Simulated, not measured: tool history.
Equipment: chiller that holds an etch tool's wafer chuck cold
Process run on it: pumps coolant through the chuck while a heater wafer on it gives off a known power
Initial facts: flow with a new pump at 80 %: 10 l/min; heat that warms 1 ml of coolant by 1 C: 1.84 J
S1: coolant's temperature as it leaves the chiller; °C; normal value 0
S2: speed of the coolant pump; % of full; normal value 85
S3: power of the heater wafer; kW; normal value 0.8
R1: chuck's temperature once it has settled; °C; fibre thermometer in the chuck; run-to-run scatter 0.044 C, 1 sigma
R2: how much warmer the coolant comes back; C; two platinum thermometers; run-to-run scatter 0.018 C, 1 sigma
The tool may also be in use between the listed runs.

{"run": 1, "hour": 0.0, "S1": 0, "S2": 85, "S3": 0.8, "R1": 5.57, "R2": 2.42}
{"run": 2, "hour": 122.1, "S1": 7, "S2": 85, "S3": 0.8, "R1": 12.59, "R2": 2.44}
{"run": 3, "hour": 212.0, "S1": 7, "S2": 85, "S3": 0.467, "R1": 10.25, "R2": 1.45}
{"run": 4, "hour": 391.7, "S1": 0, "S2": 85, "S3": 0.8, "R1": 5.53, "R2": 2.46}
{"run": 5, "hour": 526.5, "S1": 0, "S2": 85, "S3": 0.8, "R1": 5.54, "R2": 2.44}
{"run": 6, "hour": 708.1, "S1": 0, "S2": 85, "S3": 0.8, "R1": 5.6, "R2": 2.42}
{"run": 7, "hour": 886.1, "S1": 0, "S2": 62, "S3": 0.8, "R1": 7.02, "R2": 3.4}
{"run": 8, "hour": 1049.3, "S1": 0, "S2": 77, "S3": 0.8, "R1": 5.94, "R2": 2.69}
{"run": 9, "hour": 1141.6, "S1": 0, "S2": 77, "S3": 0.8, "R1": 5.99, "R2": 2.72}
{"run": 10, "hour": 1331.0, "S1": 0, "S2": 77, "S3": 1.072, "R1": 7.99, "R2": 3.68}
{"run": 11, "hour": 1454.9, "S1": 0, "S2": 77, "S3": 1.072, "R1": 8.02, "R2": 3.62}
{"run": 12, "hour": 1584.5, "S1": 0, "S2": 77, "S3": 1.072, "R1": 8.08, "R2": 3.66}
{"run": 13, "hour": 1669.8, "S1": 0, "S2": 77, "S3": 1.072, "R1": 8.01, "R2": 3.62}
{"run": 14, "hour": 1859.9, "S1": 0, "S2": 77, "S3": 1.072, "R1": 8, "R2": 3.62}
{"run": 15, "hour": 2034.2, "S1": -2, "S2": 85, "S3": 0.8, "R1": 3.57, "R2": 2.47}
{"run": 16, "hour": 2145.4, "S1": -2, "S2": 85, "S3": 0.8, "R1": 3.61, "R2": 2.43}
{"run": 17, "hour": 2235.8, "S1": 6, "S2": 87, "S3": 1.193, "R1": 14.22, "R2": 3.57}

The next listed run, before its measurement:
{"run": 18, "hour": 2404.9, "S1": 3, "S2": 87, "S3": 0.644, "R1": "?", "R2": "?"}

R1: 7.4 °C
R2: 1.92 C
Without the tool's hidden state the same run would have given R1 7.38 °C, R2 1.91 C.
